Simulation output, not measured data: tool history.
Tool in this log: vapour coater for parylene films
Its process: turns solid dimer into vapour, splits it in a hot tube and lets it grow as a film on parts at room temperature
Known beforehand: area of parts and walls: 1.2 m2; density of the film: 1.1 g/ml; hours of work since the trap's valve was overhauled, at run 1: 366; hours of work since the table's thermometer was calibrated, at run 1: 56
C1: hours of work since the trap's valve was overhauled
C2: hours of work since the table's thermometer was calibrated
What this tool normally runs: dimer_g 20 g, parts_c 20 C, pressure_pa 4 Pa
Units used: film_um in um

run 1 day=0 | dimer_g=20 parts_c=20 pressure_pa=4 | C1=366 C2=56 | film_um=9.74
run 2 day=2.346 | dimer_g=20 parts_c=20 pressure_pa=4 | C1=404 C2=93 | film_um=9.74
run 3 day=4.962 | dimer_g=20 parts_c=20 pressure_pa=4 | C1=446 C2=136 | film_um=9.63
run 4 day=7.696 | dimer_g=20 parts_c=20 pressure_pa=4 | C1=490 C2=180 | film_um=9.51
run 5 day=9.2 | dimer_g=20 parts_c=20 pressure_pa=10.2 | C1=514 C2=204 | film_um=8.29
-- day=10.571 trap's valve overhauled
run 6 day=11.662 | dimer_g=20 parts_c=20 pressure_pa=10.2 | C1=18 C2=241 | film_um=9.22
run 7 day=13.604 | dimer_g=20 parts_c=20 pressure_pa=10.2 | C1=49 C2=272 | film_um=9.08
run 8 day=15.217 | dimer_g=20 parts_c=14 pressure_pa=4 | C1=75 C2=298 | film_um=12.74
run 9 day=17.246 | dimer_g=20 parts_c=14 pressure_pa=4 | C1=108 C2=331 | film_um=12.73
run 10 day=19.571 | dimer_g=20 parts_c=14 pressure_pa=2.17 | C1=145 C2=369 | film_um=13.82
run 11 day=22.058 | dimer_g=20 parts_c=14 pressure_pa=2.17 | C1=185 C2=409 | film_um=13.61
run 12 day=25.338 | dimer_g=20 parts_c=16 pressure_pa=4 | C1=238 C2=462 | film_um=11.59
run 13 day=28.846 | dimer_g=34 parts_c=20 pressure_pa=4 | C1=295 C2=518 | film_um=16.96
run 14 day=32.058 | dimer_g=20 parts_c=20 pressure_pa=3.18 | C1=346 C2=570 | film_um=10.18
run 15 day=35.408 | dimer_g=20 parts_c=29 pressure_pa=6.94 | C1=401 C2=624 | film_um=6.55
run 16 day=36.871 | dimer_g=20 parts_c=29 pressure_pa=6.94 | C1=424 C2=647 | film_um=6.55
run 17 day=38.671 | dimer_g=14 parts_c=18 pressure_pa=4 | C1=453 C2=677 | film_um=7.14
run 18 day=41.871 | dimer_g=32 parts_c=18 pressure_pa=3.28 | C1=505 C2=728 | film_um=16.88
-- day=43.746 trap's valve overhauled
run 19 day=45.058 | dimer_g=25 parts_c=20 pressure_pa=4 | C1=21 C2=777 | film_um=12.99
run 20 day=48.175 | dimer_g=20 parts_c=20 pressure_pa=4 | C1=71 C2=827 | film_um=10.21
run 21 day=51.408 | dimer_g=20 parts_c=20 pressure_pa=3.19 | C1=124 C2=879 | film_um=10.51
run 22 day=54.75 | dimer_g=15 parts_c=14 pressure_pa=3.19 | C1=177 C2=933 | film_um=9.68
run 23 day=56.483 | dimer_g=15 parts_c=14 pressure_pa=3.19 | C1=205 C2=961 | film_um=9.47
run 24 day=59.408 | dimer_g=26 parts_c=26 pressure_pa=5.16 | C1=253 C2=1008 | film_um=10.11
run 25 day=62.092 | dimer_g=31 parts_c=21 pressure_pa=7.39 | C1=296 C2=1051 | film_um=13.5
run 26 day=64.708 | dimer_g=20 parts_c=24 pressure_pa=4 | C1=338 C2=1094 | film_um=8.52
run 27 day=66.462 | dimer_g=20 parts_c=24 pressure_pa=4 | C1=366 C2=1122 | film_um=8.44

Branching from run 27: 4 alternative next runs. What would each branch give?
run A day=68.612 | dimer_g=20 parts_c=20 pressure_pa=4 | C1=401 C2=1157 | film_um=?
run B day=68.612 | dimer_g=19 parts_c=17 pressure_pa=4 | C1=401 C2=1157 | film_um=?
run C day=68.612 | dimer_g=10 parts_c=24 pressure_pa=4 | C1=401 C2=1157 | film_um=?
run D day=68.612 | dimer_g=20 parts_c=13 pressure_pa=4 | C1=401 C2=1157 | film_um=?

run=A film_um=9.59
run=B film_um=10.11
run=C film_um=4.17
run=D film_um=12.27
Stripped of hidden state, with their random variation kept, the same runs would have yielded:
run=A film_um=10.54
run=B film_um=11.11
run=C film_um=4.58
run=D film_um=13.48

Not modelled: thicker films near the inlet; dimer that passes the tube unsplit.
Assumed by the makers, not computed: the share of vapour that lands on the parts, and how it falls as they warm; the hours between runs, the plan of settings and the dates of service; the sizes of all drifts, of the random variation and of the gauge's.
